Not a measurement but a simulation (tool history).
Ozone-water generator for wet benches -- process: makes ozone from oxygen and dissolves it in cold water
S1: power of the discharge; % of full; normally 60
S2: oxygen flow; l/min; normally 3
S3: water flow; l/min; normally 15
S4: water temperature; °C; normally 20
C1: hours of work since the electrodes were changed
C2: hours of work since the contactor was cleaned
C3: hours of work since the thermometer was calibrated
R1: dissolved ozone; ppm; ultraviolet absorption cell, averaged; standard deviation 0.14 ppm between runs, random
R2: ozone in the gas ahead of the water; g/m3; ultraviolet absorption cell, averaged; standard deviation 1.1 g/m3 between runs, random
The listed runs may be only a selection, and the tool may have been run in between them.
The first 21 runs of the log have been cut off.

Run 22, hour 3434: usual settings but S1 97 % of full, S2 2.64 l/min, S3 23 l/min, S4 18 °C; C1 9948; C2 5169; C3 1140. Result: R1 15 ppm, R2 271.2 g/m3.
Run 23, hour 3668.9: usual settings but S2 5.24 l/min; C1 10133; C2 5355; C3 1325. Result: R1 16.5 ppm, R2 139.2 g/m3.
Run 24, hour 3879.8: usual settings but S1 45 % of full, S2 2.33 l/min, S3 13 l/min, S4 18 °C; C1 10300; C2 5522; C3 1492. Result: R1 17.6 ppm, R2 199.8 g/m3.
Run 25, hour 3988.6: usual settings but S1 45 % of full, S2 2.33 l/min, S3 13 l/min, S4 18 °C; C1 10386; C2 5608; C3 1578. Result: R1 17.6 ppm, R2 201.1 g/m3.
Run 26, hour 4127.4: usual settings but S4 21 °C; C1 10496; C2 5718; C3 1688. Result: R1 17 ppm, R2 198.3 g/m3.
Run 27, hour 4272.5: usual settings but S4 19 °C; C1 10611; C2 5832; C3 1803. Result: R1 17.6 ppm, R2 197.9 g/m3.
Run 28, hour 4504.3: usual settings but S2 3.75 l/min, S3 11 l/min, S4 15 °C; C1 10794; C2 6016; C3 1986. Result: R1 23.8 ppm, R2 170.7 g/m3.
At hour 4615.7: gauge calibrated.
Run 29, hour 4701.7: usual settings but S2 1.51 l/min, S3 16 l/min, S4 14 °C; C1 10950; C2 6172; C3 2142. Result: R1 16.7 ppm, R2 295.2 g/m3.
Run 30, hour 4835.9: usual settings but S2 1.51 l/min, S3 16 l/min, S4 14 °C; C1 11057; C2 6278; C3 2248. Result: R1 16.4 ppm, R2 298 g/m3.
Run 31, hour 4988.3: usual settings but S3 10 l/min; C1 11177; C2 6399; C3 2369. Result: R1 24 ppm, R2 193.5 g/m3.
Run 32, hour 5149.9: usual settings but S3 10 l/min; C1 11305; C2 6527; C3 2497. Result: R1 24.1 ppm, R2 193.9 g/m3.

Alternative continuations, all from the tool just after run 32; predict every row:
Run A, hour 5373.6: usual settings but S1 87 % of full; C1 11482; C2 6703; C3 2674. Result: R1 ?, R2 ?.
Run B, hour 5373.6: usual settings but S1 99 % of full, S3 10 l/min; C1 11482; C2 6703; C3 2674. Result: R1 ?, R2 ?.
Run C, hour 5373.6: usual settings but S2 3.04 l/min, S3 10 l/min; C1 11482; C2 6703; C3 2674. Result: R1 ?, R2 ?.
Run D, hour 5373.6: usual settings but S3 11 l/min, S4 13 °C; C1 11482; C2 6703; C3 2674. Result: R1 ?, R2 ?.

run    R1     R2
  A  21.3  235.2
  B  31.1  249.7
  C  23.7  192.2
  D  24.6  193.4
Take away the tool's hidden state, keep each run's random variation, and the runs would have read:
run    R1     R2
  A  21.4  234.8
  B  31.2  249.3
  C  23.8  191.8
  D  24.7  192.9

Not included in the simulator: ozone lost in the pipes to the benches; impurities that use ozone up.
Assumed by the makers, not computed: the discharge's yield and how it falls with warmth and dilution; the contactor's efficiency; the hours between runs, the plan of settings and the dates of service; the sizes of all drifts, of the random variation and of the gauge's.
